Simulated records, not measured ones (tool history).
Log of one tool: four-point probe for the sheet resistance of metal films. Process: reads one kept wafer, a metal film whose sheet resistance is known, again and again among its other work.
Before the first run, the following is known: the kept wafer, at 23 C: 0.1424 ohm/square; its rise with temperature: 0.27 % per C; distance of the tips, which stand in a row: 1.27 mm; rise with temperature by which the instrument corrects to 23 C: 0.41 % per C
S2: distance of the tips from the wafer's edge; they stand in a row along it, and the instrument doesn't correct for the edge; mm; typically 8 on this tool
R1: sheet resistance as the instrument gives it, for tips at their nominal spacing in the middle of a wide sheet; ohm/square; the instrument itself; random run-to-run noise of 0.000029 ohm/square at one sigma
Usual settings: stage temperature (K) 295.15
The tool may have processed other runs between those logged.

Run 1, hour 0: usual settings. Result: R1 0.142844 ohm/square.
Run 2, hour 110.3: usual settings. Result: R1 0.142866 ohm/square.
Run 3, hour 224.4: usual settings. Result: R1 0.14279 ohm/square.
Run 4, hour 284.2: usual settings. Result: R1 0.142765 ohm/square.
Run 5, hour 361.8: usual settings. Result: R1 0.142753 ohm/square.
Run 6, hour 448.2: usual settings but S2 14 mm. Result: R1 0.141375 ohm/square.
Run 7, hour 518.6: usual settings but S2 14 mm. Result: R1 0.141393 ohm/square.
Run 8, hour 570.7: usual settings but S2 14 mm. Result: R1 0.141365 ohm/square.
Run 9, hour 626: usual settings but S2 14 mm. Result: R1 0.141343 ohm/square.
Run 10, hour 706.3: usual settings but S2 14 mm. Result: R1 0.141324 ohm/square.
Run 11, hour 784.3: usual settings but S2 14 mm. Result: R1 0.141296 ohm/square.
Run 12, hour 889.2: usual settings but stage temperature (K) 308.15. Result: R1 0.140069 ohm/square.
At hour 899.9: stage's thermometer calibrated.
Run 13, hour 955.3: usual settings but stage temperature (K) 308.15. Result: R1 0.140055 ohm/square.
Run 14, hour 1042.3: usual settings but stage temperature (K) 308.15. Result: R1 0.140004 ohm/square.
Run 15, hour 1107.3: usual settings but stage temperature (K) 308.15. Result: R1 0.139981 ohm/square.
Run 16, hour 1203.5: usual settings but stage temperature (K) 308.15. Result: R1 0.139921 ohm/square.
At hour 1226.4: stage's thermometer calibrated, once more.
Run 17, hour 1313.5: usual settings but stage temperature (K) 308.15. Result: R1 0.139876 ohm/square.
Run 18, hour 1410.1: usual settings but stage temperature (K) 308.15. Result: R1 0.139817 ohm/square.
Run 19, hour 1474.7: usual settings but stage temperature (K) 308.15. Result: R1 0.139771 ohm/square.
Run 20, hour 1568.8: usual settings but stage temperature (K) 308.15. Result: R1 0.139771 ohm/square.
Run 21, hour 1651.9: usual settings but stage temperature (K) 303.15. Result: R1 0.14063 ohm/square.
Run 22, hour 1747.2: usual settings but stage temperature (K) 294.15, S2 35 mm. Result: R1 0.140576 ohm/square.
At hour 1820.4: new probe head fitted.
Run 23, hour 1836.5: usual settings but stage temperature (K) 294.15, S2 35 mm. Result: R1 0.143419 ohm/square.
Run 24, hour 1928.9: usual settings but stage temperature (K) 294.15. Result: R1 0.145177 ohm/square.
Run 25, hour 2020: usual settings but S2 13 mm. Result: R1 0.143743 ohm/square.
Run 26, hour 2125.6: usual settings but stage temperature (K) 301.15, S2 13 mm. Result: R1 0.142503 ohm/square.
Run 27, hour 2185.2: usual settings but stage temperature (K) 297.15, S2 3 mm. Result: R1 0.154976 ohm/square.
Run 28, hour 2288.3: usual settings but stage temperature (K) 304.15, S2 57 mm. Result: R1 0.141205 ohm/square.
Run 29, hour 2348.7: usual settings but stage temperature (K) 308.15, S2 73 mm. Result: R1 0.140471 ohm/square.
Run 30, hour 2423.4: usual settings but stage temperature (K) 308.15, S2 73 mm. Result: R1 0.14041 ohm/square.
Run 31, hour 2471.2: usual settings but stage temperature (K) 300.15, S2 20 mm. Result: R1 0.142153 ohm/square.
Run 32, hour 2578.4: usual settings but stage temperature (K) 299.15, S2 18 mm. Result: R1 0.142388 ohm/square.
Run 33, hour 2646.2: usual settings but stage temperature (K) 299.15, S2 18 mm. Result: R1 0.142375 ohm/square.
Run 34, hour 2760.8: usual settings but S2 21 mm. Result: R1 0.143043 ohm/square.
Run 35, hour 2821.6: usual settings but stage temperature (K) 303.15, S2 3 mm. Result: R1 0.153444 ohm/square.
Run 36, hour 2888.4: usual settings but stage temperature (K) 303.15, S2 3 mm. Result: R1 0.153444 ohm/square.
Run 37, hour 2940.2: usual settings but stage temperature (K) 303.15, S2 3 mm. Result: R1 0.153468 ohm/square.
Run 38, hour 3035.6: usual settings but stage temperature (K) 304.15, S2 4 mm. Result: R1 0.148127 ohm/square.
Run 39, hour 3088: usual settings but stage temperature (K) 304.15, S2 4 mm. Result: R1 0.148082 ohm/square.
Run 40, hour 3182.8: usual settings but stage temperature (K) 302.15, S2 14 mm. Result: R1 0.141847 ohm/square.
Run 41, hour 3272.1: usual settings but stage temperature (K) 291.15, S2 10 mm. Result: R1 0.144508 ohm/square.
Run 42, hour 3354.2: usual settings but stage temperature (K) 307.15, S2 4 mm. Result: R1 0.147404 ohm/square.

Here are 4 independent what-if runs from the current tool condition. What would each one return?
Run A, hour 3468.1: usual settings but stage temperature (K) 293.15, S2 19 mm. Result: R1 ?.
Run B, hour 3468.1: usual settings but S2 7 mm. Result: R1 ?.
Run C, hour 3468.1: usual settings but stage temperature (K) 299.15, S2 38 mm. Result: R1 ?.
Run D, hour 3468.1: usual settings but stage temperature (K) 297.15, S2 3 mm. Result: R1 ?.

run        R1
  A  0.143219
  B  0.144978
  C  0.141693
  D  0.154498
With the hidden condition removed and each run's random variation left untouched, the same runs would have given:
run        R1
  A  0.143368
  B  0.145128
  C  0.141842
  D  0.154657
